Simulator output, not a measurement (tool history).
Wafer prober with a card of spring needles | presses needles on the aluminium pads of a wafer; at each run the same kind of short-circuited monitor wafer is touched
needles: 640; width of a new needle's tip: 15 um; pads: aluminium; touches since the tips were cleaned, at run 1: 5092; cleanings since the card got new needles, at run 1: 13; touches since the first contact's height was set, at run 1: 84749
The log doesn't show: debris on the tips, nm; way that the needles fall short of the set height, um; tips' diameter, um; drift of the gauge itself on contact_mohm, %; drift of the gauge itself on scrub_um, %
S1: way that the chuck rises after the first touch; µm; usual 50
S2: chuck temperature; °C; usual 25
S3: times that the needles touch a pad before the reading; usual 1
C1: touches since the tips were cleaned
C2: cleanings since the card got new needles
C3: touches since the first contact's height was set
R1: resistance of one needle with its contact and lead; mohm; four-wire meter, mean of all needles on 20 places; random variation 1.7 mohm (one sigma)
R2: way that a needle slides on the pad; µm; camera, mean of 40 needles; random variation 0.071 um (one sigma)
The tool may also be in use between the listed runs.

| run | hour | S1 | S2 | S3 | C1 | C2 | C3 | R1 | R2 |
|---|---|---|---|---|---|---|---|---|---|
| 1 | 0.0 | 50 | 25 | 1 | 5092 | 13 | 84749 | 414 | 12.72 |
|  | 1.9 | tips cleaned on abrasive film |
| 2 | 8.0 | 50 | 25 | 1 | 2902 | 14 | 88500 | 390 | 12.77 |
| 3 | 12.4 | 50 | 25 | 1 | 4998 | 14 | 90596 | 412 | 12.69 |
|  | 14.6 | tips cleaned on abrasive film |
| 4 | 21.5 | 50 | 25 | 1 | 3258 | 15 | 94839 | 392 | 12.82 |
| 5 | 25.8 | 50 | 25 | 1 | 5301 | 15 | 96882 | 415 | 12.72 |
|  | 27.0 | tips cleaned on abrasive film |
| 6 | 32.6 | 50 | 25 | 1 | 2652 | 16 | 100079 | 378 | 12.70 |
|  | 39.5 | tips cleaned on abrasive film |
| 7 | 39.5 | 50 | 25 | 1 | 0 | 17 | 103301 | 185 | 12.68 |
| 8 | 47.1 | 50 | 25 | 1 | 3566 | 17 | 106867 | 400 | 12.65 |
| 9 | 51.4 | 50 | 25 | 1 | 5609 | 17 | 108910 | 416 | 12.69 |
|  | 52.1 | tips cleaned on abrasive film |
| 10 | 58.3 | 50 | 25 | 2 | 2922 | 18 | 112132 | 297 | 12.68 |
|  | 64.5 | tips cleaned on abrasive film |
| 11 | 65.2 | 50 | 25 | 2 | 326 | 19 | 115361 | 198 | 12.72 |
| 12 | 72.8 | 50 | 25 | 2 | 3935 | 19 | 118970 | 312 | 12.70 |
|  | 77.0 | tips cleaned on abrasive film |
| 13 | 80.0 | 42 | 25 | 2 | 1444 | 20 | 122349 | 302 | 10.53 |
| 14 | 88.4 | 42 | 25 | 2 | 5398 | 20 | 126303 | 378 | 10.59 |
|  | 89.8 | tips cleaned on abrasive film |
| 15 | 96.3 | 42 | 25 | 2 | 3064 | 21 | 130015 | 362 | 10.52 |
| 16 | 100.0 | 42 | 25 | 2 | 4835 | 21 | 131786 | 383 | 10.51 |
|  | 102.6 | tips cleaned on abrasive film |
| 17 | 107.0 | 50 | 25 | 1 | 2090 | 22 | 135028 | 377 | 12.70 |
|  | 114.9 | tips cleaned on abrasive film |
| 18 | 115.6 | 41 | 69 | 1 | 317 | 23 | 139071 | 256 | 10.14 |
| 19 | 123.0 | 38 | 69 | 2 | 3807 | 23 | 142561 | 410 | 9.42 |
| 20 | 127.1 | 50 | 25 | 1 | 5773 | 23 | 144527 | 425 | 12.62 |
|  | 127.7 | tips cleaned on abrasive film |
| 21 | 134.9 | 54 | 25 | 2 | 3426 | 24 | 148155 | 296 | 13.50 |
| 22 | 138.7 | 47 | 49 | 1 | 5215 | 24 | 149944 | 453 | 11.75 |
|  | 140.7 | tips cleaned on abrasive film |
| 23 | 144.4 | 50 | 86 | 1 | 1749 | 25 | 152618 | 345 | 12.53 |
| 24 | 148.4 | 58 | 52 | 2 | 3652 | 25 | 154521 | 274 | 14.62 |
|  | 153.2 | tips cleaned on abrasive film |
| 25 | 155.4 | 50 | 36 | 3 | 1023 | 26 | 157773 | 218 | 12.46 |
| 26 | 163.2 | 50 | 36 | 3 | 4728 | 26 | 161478 | 257 | 12.53 |
|  | 165.7 | tips cleaned on abrasive film |
| 27 | 172.3 | 59 | 29 | 2 | 3126 | 27 | 165757 | 269 | 14.78 |
|  | 175.4 | height of the first contact set anew |
|  | 178.6 | tips cleaned on abrasive film |
| 28 | 179.5 | 59 | 29 | 2 | 420 | 28 | 1908 | 198 | 15.38 |
| 29 | 188.0 | 50 | 59 | 1 | 4450 | 28 | 5938 | 397 | 12.92 |
|  | 191.4 | tips cleaned on abrasive film |
| 30 | 194.2 | 50 | 25 | 3 | 1303 | 29 | 8829 | 221 | 12.95 |
| 31 | 203.1 | 50 | 25 | 3 | 5519 | 29 | 13045 | 253 | 13.03 |
|  | 204.0 | tips cleaned on abrasive film |
| 32 | 209.6 | 55 | 80 | 1 | 2637 | 30 | 16072 | 340 | 14.23 |
| 33 | 215.2 | 55 | 109 | 2 | 5310 | 30 | 18745 | 293 | 14.15 |
|  | 216.8 | tips cleaned on abrasive film |
| 34 | 223.1 | 58 | 86 | 1 | 2962 | 31 | 22421 | 329 | 14.90 |

Forecast each of these 3 alternatives for the next run:
|  | 229.5 | tips cleaned on abrasive film |
| A | 230.7 | 38 | 53 | 1 | 568 | 32 | 25982 | ? | ? |
|  | 229.5 | tips cleaned on abrasive film |
| B | 230.7 | 48 | 26 | 2 | 568 | 32 | 25982 | ? | ? |
|  | 229.5 | tips cleaned on abrasive film |
| C | 230.7 | 61 | 103 | 1 | 568 | 32 | 25982 | ? | ? |

| run | R1 | R2 |
|---|---|---|
| A | 318 | 9.82 |
| B | 227 | 12.40 |
| C | 231 | 15.83 |
Without the tool's hidden state the same runs would have given:
| run | R1 | R2 |
|---|---|---|
| A | 176 | 9.93 |
| B | 168 | 12.51 |
| C | 175 | 15.94 |
